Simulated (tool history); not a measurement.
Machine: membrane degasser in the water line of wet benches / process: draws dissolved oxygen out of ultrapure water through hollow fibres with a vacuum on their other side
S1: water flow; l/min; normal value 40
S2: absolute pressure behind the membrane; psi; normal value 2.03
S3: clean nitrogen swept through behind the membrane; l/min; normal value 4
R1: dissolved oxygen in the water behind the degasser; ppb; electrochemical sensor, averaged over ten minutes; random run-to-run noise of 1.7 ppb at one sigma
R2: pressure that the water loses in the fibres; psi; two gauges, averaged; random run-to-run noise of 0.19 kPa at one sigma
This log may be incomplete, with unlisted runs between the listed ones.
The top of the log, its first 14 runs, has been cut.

Run 15, day 61.996: usual settings but S3 2 l/min. Result: R1 475.9 ppb, R2 6.032 psi.
Run 16, day 66.712: usual settings but S3 2 l/min. Result: R1 470.6 ppb, R2 6.137 psi.
Run 17, day 73.242: usual settings but S1 42 l/min, S2 2.38 psi, S3 11.76 l/min. Result: R1 136.2 ppb, R2 6.402 psi.
Run 18, day 78.417: usual settings but S1 27 l/min, S2 3.36 psi, S3 3.26 l/min. Result: R1 378.9 ppb, R2 4.17 psi.
Run 19, day 82.467: usual settings but S1 52 l/min, S2 4.15 psi. Result: R1 752.2 ppb, R2 7.977 psi.
Run 20, day 86.967: usual settings but S1 48 l/min, S2 1.91 psi, S3 7.37 l/min. Result: R1 191 ppb, R2 7.361 psi.
Run 21, day 93.238: usual settings but S1 45 l/min, S3 3.67 l/min. Result: R1 326.7 ppb, R2 6.846 psi.
Run 22, day 96.304: usual settings but S1 47 l/min. Result: R1 322.7 ppb, R2 7.243 psi.
Run 23, day 100.679: usual settings but S1 37 l/min, S2 4.24 psi. Result: R1 550.6 ppb, R2 5.684 psi.
Run 24, day 103.804: usual settings but S1 62 l/min, S2 4.24 psi. Result: R1 921.7 ppb, R2 9.536 psi.
Run 25, day 107.875: usual settings but S1 62 l/min, S2 2.39 psi. Result: R1 536.9 ppb, R2 9.529 psi.
Run 26, day 111.462: usual settings but S1 32 l/min, S3 3.5 l/min. Result: R1 233.4 ppb, R2 4.937 psi.
Run 27, day 116.158: usual settings but S2 1.87 psi, S3 1.99 l/min. Result: R1 431.1 ppb, R2 6.186 psi.
At day 122.604: gauge calibrated.
Run 28, day 122.629: usual settings but S2 1.87 psi, S3 1.99 l/min. Result: R1 429.5 ppb, R2 6.028 psi.
Run 29, day 128.988: usual settings but S2 1.87 psi, S3 3.82 l/min. Result: R1 253 ppb, R2 6.039 psi.
Run 30, day 132.812: usual settings but S1 51 l/min, S2 3.5 psi. Result: R1 617.5 ppb, R2 7.668 psi.
Run 31, day 136.533: usual settings but S1 51 l/min, S2 3.5 psi. Result: R1 620.7 ppb, R2 7.726 psi.

Each row is a separate what-if for the run after 31, all from the same tool condition, not one after another. Results?
Run A, day 139.512: usual settings but S1 25 l/min. Result: R1 ?, R2 ?.
Run B, day 139.512: usual settings but S1 35 l/min, S2 2.77 psi, S3 5.46 l/min. Result: R1 ?, R2 ?.
Run C, day 139.512: usual settings but S1 43 l/min. Result: R1 ?, R2 ?.

run     R1     R2
  A  160.4  3.739
  B  250.2  5.303
  C  287.3  6.459
With the hidden condition removed and each run's random variation left untouched, the same runs would have given:
run     R1     R2
  A  160.3  3.722
  B  250.1  5.276
  C  287.1  6.428
